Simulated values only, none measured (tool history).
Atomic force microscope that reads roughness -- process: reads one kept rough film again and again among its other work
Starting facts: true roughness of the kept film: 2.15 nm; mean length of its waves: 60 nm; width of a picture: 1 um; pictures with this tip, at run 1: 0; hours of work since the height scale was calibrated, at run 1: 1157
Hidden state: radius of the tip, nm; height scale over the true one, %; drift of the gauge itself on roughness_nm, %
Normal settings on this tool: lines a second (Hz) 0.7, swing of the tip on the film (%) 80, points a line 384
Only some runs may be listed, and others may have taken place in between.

run	hour	lines a second (Hz)	swing of the tip on the film (%)	points a line	pictures with this tip	hours of work since the height scale was calibrated	roughness of the kept film (nm (root mean square))
1	0	0.7	80	384	0	1157	1.953
2	55.9	0.7	80	384	57	1188	1.938
3	96.4	0.7	80	384	98	1211	1.933
4	124.9	0.7	80	310	127	1227	1.924
5	177.2	0.7	80	310	180	1256	1.916
6	208.8	0.7	80	310	212	1273	1.915
7	241.6	0.7	80	384	245	1292	1.921
8	297.8	0.7	80	384	302	1323	1.896
# hour 314.7: new tip fitted
9	331.6	0.7	65	384	17	1342	2.023
10	367.6	0.7	65	384	53	1362	2.012
11	412.3	0.7	80	674	98	1386	1.937
# hour 446.2: height scale calibrated on a step standard
12	455.4	0.7	80	674	141	5	1.951
13	509.3	1.557	80	674	196	35	1.796
14	568.6	1.557	80	923	256	68	1.791
# hour 628.1: new tip fitted
15	628.1	1.446	80	384	0	101	1.84
16	655.1	1.446	80	384	27	116	1.835
17	684.3	1.446	80	384	56	132	1.828
18	721	3.276	86	384	94	153	1.451
19	781.3	0.541	61	384	155	186	2.033
20	837.5	0.7	88	591	212	217	1.864
21	897.5	0.7	88	591	273	251	1.873
22	934.2	0.54	88	591	310	271	1.899
# hour 938.8: new tip fitted
23	981.8	0.54	88	591	43	297	1.942
24	1032.3	1.153	68	384	95	326	1.96
25	1085.7	2.541	60	677	149	355	1.925
26	1116	2.137	60	740	179	372	1.951
27	1155.4	0.891	78	448	219	394	1.902
28	1192.7	0.546	67	448	257	415	2.004
29	1217.6	0.546	67	448	282	429	1.988
# hour 1249.2: new tip fitted
30	1250.3	0.95	83	653	1	447	1.897
31	1296.9	0.95	83	653	48	473	1.888
32	1334.3	0.825	80	644	86	493	1.925
33	1383.9	0.825	80	644	136	521	1.922
34	1409.9	0.825	74	814	163	535	1.958

Alternative continuations, all from the tool just after run 34; predict every row:
A	1454.4	1.354	80	384	208	560	?
B	1454.4	2.735	67	814	208	560	?
C	1454.4	1.294	80	384	208	560	?

run	roughness of the kept film (nm (root mean square))
A	1.814
B	1.824
C	1.826
What these runs would have given with no unlogged condition in the tool:
run	roughness of the kept film (nm (root mean square))
A	1.859
B	1.868
C	1.871
